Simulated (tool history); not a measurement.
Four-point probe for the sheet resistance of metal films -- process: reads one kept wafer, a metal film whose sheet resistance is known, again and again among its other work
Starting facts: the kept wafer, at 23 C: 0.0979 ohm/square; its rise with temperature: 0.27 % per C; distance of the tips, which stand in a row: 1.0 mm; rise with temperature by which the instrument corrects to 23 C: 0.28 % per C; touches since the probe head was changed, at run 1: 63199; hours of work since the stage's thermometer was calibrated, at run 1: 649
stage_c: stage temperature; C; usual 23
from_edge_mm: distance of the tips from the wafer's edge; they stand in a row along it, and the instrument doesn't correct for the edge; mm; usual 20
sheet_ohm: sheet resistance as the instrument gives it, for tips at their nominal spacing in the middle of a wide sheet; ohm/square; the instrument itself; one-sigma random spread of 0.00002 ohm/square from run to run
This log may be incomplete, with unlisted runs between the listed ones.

run	hour	stage_c	from_edge_mm	touches since the probe head was changed	hours of work since the stage's thermometer was calibrated	sheet_ohm
1	0	23	20	63199	649	0.098458
2	48.7	23	33	65529	683	0.0984
3	85.1	23	33	67274	709	0.098357
4	131.1	20	20	69474	741	0.098521
5	188.5	23	20	72219	782	0.098506
6	225.4	33	20	73983	808	0.098481
7	287.9	33	20	76976	852	0.098483
8	342.6	33	20	79595	890	0.098534
9	399.4	33	20	82311	930	0.098554
10	464.4	33	20	85423	976	0.098544
11	516.6	33	20	87920	1013	0.098556
# hour 522.6: stage's thermometer calibrated
12	554	33	20	89684	22	0.098615
13	616.1	33	20	92659	66	0.098608
14	645.6	33	20	94067	87	0.098618
15	690.6	24	10	96220	118	0.099077
16	747.8	24	10	98960	158	0.099084
17	800.2	24	10	101465	195	0.099109
# hour 821.5: stage's thermometer calibrated, once more
18	830.4	21	38	102888	6	0.098652
19	885.2	21	38	105513	45	0.098645

5 options for the next run, each taken on its own from the tool as it stands now. Forecast them:
A	946.1	28	8	108427	88	?
B	946.1	34	18	108427	88	?
C	946.1	20	23	108427	88	?
D	946.1	25	7	108427	88	?
E	946.1	21	11	108427	88	?

run	sheet_ohm
A	0.099398
B	0.098707
C	0.098735
D	0.099655
E	0.099082
With the hidden condition removed and each run's random variation left untouched, the same runs would have given:
run	sheet_ohm
A	0.098687
B	0.098
C	0.098027
D	0.098942
E	0.098373
